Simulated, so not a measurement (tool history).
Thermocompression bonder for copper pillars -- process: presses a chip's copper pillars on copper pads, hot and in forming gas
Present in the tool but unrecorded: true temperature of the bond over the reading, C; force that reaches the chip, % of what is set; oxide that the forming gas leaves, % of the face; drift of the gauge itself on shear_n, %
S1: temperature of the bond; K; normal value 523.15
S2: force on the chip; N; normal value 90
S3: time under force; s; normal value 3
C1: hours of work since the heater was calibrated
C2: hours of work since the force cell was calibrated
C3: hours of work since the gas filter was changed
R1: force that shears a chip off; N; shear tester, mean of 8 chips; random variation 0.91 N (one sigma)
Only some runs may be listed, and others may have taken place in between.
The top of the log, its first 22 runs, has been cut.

run 23 day=48.792 | S1=529.15 S2=103 S3=3 | C1=439 C2=1721 C3=244 | R1=82.8
run 24 day=50.275 | S1=529.15 S2=103 S3=3 | C1=463 C2=1744 C3=268 | R1=84.1
run 25 day=53.062 | S1=529.15 S2=103 S3=3 | C1=507 C2=1788 C3=312 | R1=84.1
run 26 day=55.608 | S1=523.15 S2=110 S3=3 | C1=547 C2=1829 C3=352 | R1=78.9
run 27 day=57.021 | S1=523.15 S2=110 S3=3 | C1=570 C2=1851 C3=374 | R1=82.7
run 28 day=59.679 | S1=511.15 S2=119 S3=3 | C1=612 C2=1893 C3=417 | R1=75.7
run 29 day=61.588 | S1=503.15 S2=90 S3=3 | C1=642 C2=1923 C3=447 | R1=63.7
-- day=62.454 force cell calibrated
run 30 day=62.929 | S1=503.15 S2=90 S3=3 | C1=662 C2=8 C3=467 | R1=62.6
-- day=63.183 forming gas filter changed
run 31 day=65.792 | S1=503.15 S2=90 S3=5 | C1=707 C2=52 C3=41 | R1=73.8

Below are 3 alternative next runs, each starting from the tool's condition after run 31. Predict each:
run A day=68.729 | S1=553.15 S2=90 S3=5 | C1=753 C2=99 C3=88 | R1=?
run B day=68.729 | S1=545.15 S2=90 S3=5 | C1=753 C2=99 C3=88 | R1=?
run C day=68.729 | S1=503.15 S2=69 S3=5 | C1=753 C2=99 C3=88 | R1=?

run=A R1=102.0
run=B R1=99.9
run=C R1=64.4
Had the tool no hidden state, the same runs would have come out as:
run=A R1=102.2
run=B R1=100.0
run=C R1=64.6
